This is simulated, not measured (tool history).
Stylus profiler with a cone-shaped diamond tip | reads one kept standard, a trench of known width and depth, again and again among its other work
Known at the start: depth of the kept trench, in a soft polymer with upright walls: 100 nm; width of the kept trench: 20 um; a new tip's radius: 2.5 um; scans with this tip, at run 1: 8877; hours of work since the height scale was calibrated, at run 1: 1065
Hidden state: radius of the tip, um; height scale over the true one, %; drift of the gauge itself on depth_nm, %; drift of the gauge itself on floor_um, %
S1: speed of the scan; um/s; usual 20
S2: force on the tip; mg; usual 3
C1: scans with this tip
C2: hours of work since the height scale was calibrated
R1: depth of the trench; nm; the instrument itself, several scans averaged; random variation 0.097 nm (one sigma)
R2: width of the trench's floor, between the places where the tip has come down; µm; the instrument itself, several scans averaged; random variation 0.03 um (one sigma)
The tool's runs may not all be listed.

Run 1, hour 0: usual settings; C1 8877; C2 1065. Result: R1 101.52 nm, R2 18.06 µm.
Run 2, hour 59.4: usual settings; C1 9211; C2 1105. Result: R1 101.49 nm, R2 18.08 µm.
Run 3, hour 106.6: usual settings; C1 9476; C2 1137. Result: R1 101.4 nm, R2 18.09 µm.
Run 4, hour 151.9: usual settings but S1 13 um/s; C1 9730; C2 1167. Result: R1 101.24 nm, R2 18.08 µm.
Run 5, hour 182: usual settings but S1 13 um/s; C1 9899; C2 1187. Result: R1 101.26 nm, R2 18.08 µm.
Run 6, hour 213.4: usual settings but S1 13 um/s; C1 10076; C2 1209. Result: R1 101.27 nm, R2 18.07 µm.
Run 7, hour 274: usual settings but S1 13 um/s; C1 10416; C2 1249. Result: R1 101.29 nm, R2 18.04 µm.
Run 8, hour 334.7: usual settings but S1 15 um/s; C1 10757; C2 1290. Result: R1 101.33 nm, R2 18.07 µm.
Run 9, hour 371.7: usual settings but S1 15 um/s; C1 10965; C2 1315. Result: R1 101.28 nm, R2 18.02 µm.
Run 10, hour 417: usual settings but S1 15 um/s; C1 11219; C2 1346. Result: R1 101.27 nm, R2 18.02 µm.
Run 11, hour 467.6: usual settings but S1 15 um/s; C1 11503; C2 1380. Result: R1 101.37 nm, R2 17.98 µm.
At hour 517: height scale calibrated on a step standard.
Run 12, hour 519.8: usual settings but S1 15 um/s; C1 11793; C2 2. Result: R1 101.98 nm, R2 17.97 µm.
Run 13, hour 581.3: usual settings but S2 4.91 mg; C1 12139; C2 43. Result: R1 102.53 nm, R2 18 µm.
Run 14, hour 627.1: usual settings but S2 4.91 mg; C1 12396; C2 74. Result: R1 102.62 nm, R2 17.96 µm.
Run 15, hour 671.4: usual settings but S1 10 um/s, S2 4.91 mg; C1 12644; C2 104. Result: R1 102.59 nm, R2 17.97 µm.
Run 16, hour 710.7: usual settings but S1 10 um/s, S2 4.91 mg; C1 12865; C2 130. Result: R1 102.52 nm, R2 17.96 µm.
Run 17, hour 760.2: usual settings but S1 10 um/s, S2 4.91 mg; C1 13143; C2 164. Result: R1 102.52 nm, R2 17.97 µm.
Run 18, hour 815.8: usual settings but S1 69 um/s, S2 4.63 mg; C1 13455; C2 201. Result: R1 102.39 nm, R2 17.73 µm.
Run 19, hour 869.2: usual settings but S1 69 um/s, S2 4.63 mg; C1 13755; C2 237. Result: R1 102.48 nm, R2 17.72 µm.
Run 20, hour 910.1: usual settings but S1 23 um/s, S2 1.23 mg; C1 13984; C2 265. Result: R1 100.75 nm, R2 17.82 µm.
Run 21, hour 952.5: usual settings but S1 23 um/s, S2 1.23 mg; C1 14223; C2 293. Result: R1 100.8 nm, R2 17.75 µm.
Run 22, hour 985.3: usual settings but S1 23 um/s, S2 1.23 mg; C1 14406; C2 315. Result: R1 100.97 nm, R2 17.81 µm.
Run 23, hour 1011.5: usual settings but S1 26 um/s, S2 5.49 mg; C1 14554; C2 333. Result: R1 102.62 nm, R2 17.85 µm.
Run 24, hour 1039.2: usual settings but S1 58 um/s, S2 4.03 mg; C1 14709; C2 352. Result: R1 102.01 nm, R2 17.74 µm.
Run 25, hour 1087.1: usual settings but S1 58 um/s, S2 4.03 mg; C1 14978; C2 384. Result: R1 102.36 nm, R2 17.71 µm.
Run 26, hour 1137.6: usual settings but S1 19 um/s, S2 5.56 mg; C1 15262; C2 418. Result: R1 102.64 nm, R2 17.87 µm.

How the hidden state differs across the entries between the runs, from the last listed run before each to the first after it:
Between runs 11 and 12: height scale calibrated on a step standard (hour 517)
  radius of the tip, um: 4.8 -> 4.86; height scale over the true one, %: -0.635 -> -0.032
  measured less the result without the state, R1: -0.65 -> -0.03 nm; R2: -0.55 -> -0.56 µm

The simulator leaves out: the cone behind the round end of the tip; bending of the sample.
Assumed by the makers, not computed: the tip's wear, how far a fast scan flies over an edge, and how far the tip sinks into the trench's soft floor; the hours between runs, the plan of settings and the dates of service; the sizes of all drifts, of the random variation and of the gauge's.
